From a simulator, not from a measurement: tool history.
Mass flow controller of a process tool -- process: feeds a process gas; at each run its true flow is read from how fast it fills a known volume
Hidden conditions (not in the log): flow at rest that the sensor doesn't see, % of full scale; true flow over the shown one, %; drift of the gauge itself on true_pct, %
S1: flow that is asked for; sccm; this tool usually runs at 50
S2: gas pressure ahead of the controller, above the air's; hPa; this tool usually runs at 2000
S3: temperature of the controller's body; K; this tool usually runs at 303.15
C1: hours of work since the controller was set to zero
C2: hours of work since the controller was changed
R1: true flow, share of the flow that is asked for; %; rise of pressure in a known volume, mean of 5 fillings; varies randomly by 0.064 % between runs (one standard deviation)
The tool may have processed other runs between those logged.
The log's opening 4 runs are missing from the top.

run      day  S1    S2      S3    C1    C2      R1
  5    25.55  50  1450  313.15  4869  4869  102.44
  6   30.079  50  1450  313.15  4929  4929  102.27
  7   35.812  50  2000  303.15  5006  5006  101.14
  8   44.904  50  2000  303.15  5128  5128  101.24
        52.3  -- controller's zero set anew
  9   54.638  50  2000  303.15    31  5259  102.71
 10   61.388  50  2000  303.15   122  5349  102.65
      68.417  -- controller's zero set anew, once more
 11   69.875  50  2000  303.15    20  5463   98.21
 12   78.762  50  1410  303.15   139  5582   98.55
 13   88.412  50  1410  303.15   268  5712    98.5
 14   95.212  50  1490  303.15   359  5803   98.43
 15  103.346  50  1490  303.15   469  5912   98.49
 16  108.438  50  2000  303.15   537  5980   98.45
 17  112.475  50  1890  303.15   591  6034   98.44
 18  120.738  50  1890  303.15   702  6145   98.47
 19  127.796  50  1890  303.15   797  6240   98.58
 20  134.842  50  1890  303.15   891  6334    98.6
 21  139.858  50  2230  303.15   959  6402   98.36
 22  148.238  50  2000  309.15  1071  6514   99.13
 23  154.779  50  2300  313.15  1159  6602   99.28
 24  164.462  50  2300  313.15  1289  6732    99.4
 25  169.483  50  2300  313.15  1356  6799   99.41
 26  175.983  50  2080  296.15  1443  6887   98.09

The next listed run, before its measurement:
 27  181.208  50  2080  296.15  1513  6957   ?

Run 27 came out at R1 98.04 %.
Had the tool carried no hidden state, the very same run would have given R1 98.61 %.
